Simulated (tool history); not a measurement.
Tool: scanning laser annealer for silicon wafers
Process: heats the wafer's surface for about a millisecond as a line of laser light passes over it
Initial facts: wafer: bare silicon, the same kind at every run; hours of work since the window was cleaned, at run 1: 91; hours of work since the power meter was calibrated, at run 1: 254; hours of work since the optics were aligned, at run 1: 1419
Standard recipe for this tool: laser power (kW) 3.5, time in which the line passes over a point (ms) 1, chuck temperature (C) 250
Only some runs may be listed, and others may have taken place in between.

run	hour	laser power (kW)	time in which the line passes over a point (ms)	chuck temperature (C)	hours of work since the window was cleaned	hours of work since the power meter was calibrated	hours of work since the optics were aligned	highest temperature of the surface (C)
1	0	3.5	1	250	91	254	1419	1084
2	19.2	3.5	1	250	103	267	1431	1082
3	31.7	3.5	1	250	111	275	1439	1082
4	60	3.5	1	250	129	293	1457	1081
5	82.8	3.5	1	250	144	307	1471	1084
6	106.6	3.5	1	250	159	322	1487	1081
7	119.8	3.5	1	250	167	331	1495	1085
8	139.6	3.5	1	250	180	344	1508	1084
9	157.4	3.5	1	256	191	355	1519	1089
10	177.8	3.5	1	256	204	368	1532	1090
11	192.3	3.5	1	256	213	377	1541	1089
# hour 206.5: optics aligned, line set to its width
12	227	3.5	1	256	232	396	13	1089
13	250.4	3.638	1	250	247	411	28	1125
14	270.3	3.638	1	250	260	424	41	1126
15	284.2	3.638	1	250	269	433	50	1123
16	303.4	3.139	1	250	281	445	62	982
17	327.4	3.139	1	250	296	460	77	979
18	355	3.139	1	250	314	478	95	984
19	379.8	3.139	1	250	330	494	111	979
# hour 400.7: window over the wafer cleaned
20	403.9	3.5	1	250	2	508	125	1085
21	423.2	3.5	1	250	14	520	137	1087
22	449.1	3.5	1	250	31	537	154	1084
23	468.9	3.5	1	250	44	549	166	1088
24	484.1	3.5	1.17	250	53	559	176	1144
25	499.2	3.318	1.17	234	63	569	186	1073
26	529.3	3.5	0.92	211	82	588	205	1014
27	560.3	3.489	0.79	250	102	608	224	994
28	589	3.475	0.89	254	120	626	243	1035
29	610.9	3.5	1.22	250	134	640	257	1163
30	635.9	3.48	0.86	236	150	656	273	1011
31	660.5	3.814	1.16	250	166	672	288	1241
32	686.1	3.814	1.16	250	182	688	305	1242
33	716.7	3.814	0.83	263	202	707	324	1114
34	731.5	3.814	0.83	263	211	717	334	1118
35	744	3.814	0.83	263	219	725	342	1119
36	774	3.737	1.03	261	238	744	361	1172
37	794.7	3.737	1.03	261	251	757	374	1175
38	809.5	3.706	0.75	250	261	767	384	1037
39	828.6	3.756	1.02	250	273	779	396	1164
40	846.9	3.092	1.05	265	285	791	407	999
41	872.6	3.638	1.04	249	301	807	424	1135

Branching from run 41: 4 alternative next runs. What would each branch give?
A	902.2	3.638	0.87	249	320	826	443	?
B	902.2	3.164	0.93	234	320	826	443	?
C	902.2	3.541	0.81	250	320	826	443	?
D	902.2	3.757	1.05	249	320	826	443	?

run	highest temperature of the surface (C)
A	1069
B	948
C	1019
D	1178
Without the tool's unlogged condition, the same runs would have read:
run	highest temperature of the surface (C)
A	1070
B	949
C	1019
D	1179

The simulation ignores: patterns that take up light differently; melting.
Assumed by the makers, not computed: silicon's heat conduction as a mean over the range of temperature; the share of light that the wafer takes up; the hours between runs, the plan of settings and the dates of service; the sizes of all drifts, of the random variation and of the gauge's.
